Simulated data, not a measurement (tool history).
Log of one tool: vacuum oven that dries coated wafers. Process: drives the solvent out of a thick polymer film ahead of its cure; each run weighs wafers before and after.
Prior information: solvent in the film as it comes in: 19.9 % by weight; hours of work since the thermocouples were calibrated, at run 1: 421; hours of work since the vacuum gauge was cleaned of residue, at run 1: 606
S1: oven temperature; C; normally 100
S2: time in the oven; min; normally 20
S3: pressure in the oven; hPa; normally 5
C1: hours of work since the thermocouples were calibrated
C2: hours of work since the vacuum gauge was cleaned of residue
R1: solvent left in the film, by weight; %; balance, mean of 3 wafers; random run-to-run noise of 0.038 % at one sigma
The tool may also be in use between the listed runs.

run 1 hour=0 | S1=100 S2=20 S3=5 | C1=421 C2=606 | R1=1.41
run 2 hour=20.4 | S1=100 S2=20 S3=5 | C1=436 C2=622 | R1=1.35
run 3 hour=43 | S1=100 S2=20 S3=5 | C1=453 C2=639 | R1=1.34
run 4 hour=56.7 | S1=100 S2=20 S3=5 | C1=464 C2=649 | R1=1.3
run 5 hour=69.1 | S1=100 S2=20 S3=5 | C1=473 C2=659 | R1=1.35
run 6 hour=90.1 | S1=100 S2=20 S3=5 | C1=489 C2=674 | R1=1.41
run 7 hour=112.6 | S1=100 S2=20 S3=5 | C1=506 C2=692 | R1=1.47
run 8 hour=125.9 | S1=100 S2=20 S3=5 | C1=516 C2=702 | R1=1.39
run 9 hour=135.7 | S1=100 S2=20 S3=5 | C1=523 C2=709 | R1=1.41
run 10 hour=156 | S1=100 S2=20 S3=5 | C1=539 C2=724 | R1=1.38
run 11 hour=166.4 | S1=100 S2=20 S3=5 | C1=547 C2=732 | R1=1.44
run 12 hour=178.9 | S1=100 S2=20 S3=15.24 | C1=556 C2=742 | R1=2.52
run 13 hour=192.4 | S1=100 S2=20 S3=15.24 | C1=566 C2=752 | R1=2.55
run 14 hour=207.8 | S1=100 S2=20 S3=5 | C1=578 C2=764 | R1=1.44
run 15 hour=221.3 | S1=100 S2=20 S3=5 | C1=588 C2=774 | R1=1.4
run 16 hour=232.7 | S1=100 S2=20 S3=5 | C1=597 C2=782 | R1=1.51
run 17 hour=253.6 | S1=100 S2=20 S3=5 | C1=613 C2=798 | R1=1.49
run 18 hour=264.9 | S1=100 S2=20 S3=11.01 | C1=621 C2=807 | R1=2.17
run 19 hour=281 | S1=100 S2=20 S3=11.01 | C1=634 C2=819 | R1=2.12
run 20 hour=300.9 | S1=100 S2=20 S3=11.01 | C1=649 C2=834 | R1=2.17
run 21 hour=322.1 | S1=100 S2=20 S3=11.01 | C1=665 C2=850 | R1=2.21
run 22 hour=333.6 | S1=98 S2=20 S3=11.01 | C1=673 C2=859 | R1=2.58
run 23 hour=347.2 | S1=98 S2=20 S3=11.01 | C1=684 C2=869 | R1=2.57
run 24 hour=360.3 | S1=98 S2=20 S3=11.01 | C1=694 C2=879 | R1=2.5
run 25 hour=373.6 | S1=87 S2=21 S3=13.93 | C1=704 C2=889 | R1=6.14
run 26 hour=396 | S1=87 S2=21 S3=13.93 | C1=721 C2=906 | R1=6.17
run 27 hour=417 | S1=110 S2=34 S3=6.17 | C1=737 C2=922 | R1=0.76
run 28 hour=436.6 | S1=100 S2=20 S3=10.82 | C1=752 C2=937 | R1=2.26
run 29 hour=456.6 | S1=87 S2=26 S3=15.91 | C1=767 C2=952 | R1=5.62
run 30 hour=478.9 | S1=96 S2=26 S3=16.43 | C1=784 C2=969 | R1=3.11
run 31 hour=498.9 | S1=96 S2=26 S3=16.43 | C1=799 C2=984 | R1=3.26
run 32 hour=520.3 | S1=100 S2=35 S3=2.78 | C1=815 C2=1000 | R1=0.82
run 33 hour=542.6 | S1=104 S2=24 S3=8.72 | C1=832 C2=1017 | R1=1.35
run 34 hour=564.6 | S1=99 S2=20 S3=5 | C1=849 C2=1034 | R1=1.79
run 35 hour=578.1 | S1=100 S2=20 S3=4.92 | C1=859 C2=1044 | R1=1.63
run 36 hour=597.8 | S1=100 S2=20 S3=4.92 | C1=874 C2=1059 | R1=1.64

Run 37 is up next; what results do you expect?
run 37 hour=619.6 | S1=100 S2=14 S3=4.38 | C1=890 C2=1076 | R1=?

{"run 37": {"R1": 2.53}}
Were there no unlogged condition in the tool, this run, its random variation unchanged, would have produced R1 1.94 %.

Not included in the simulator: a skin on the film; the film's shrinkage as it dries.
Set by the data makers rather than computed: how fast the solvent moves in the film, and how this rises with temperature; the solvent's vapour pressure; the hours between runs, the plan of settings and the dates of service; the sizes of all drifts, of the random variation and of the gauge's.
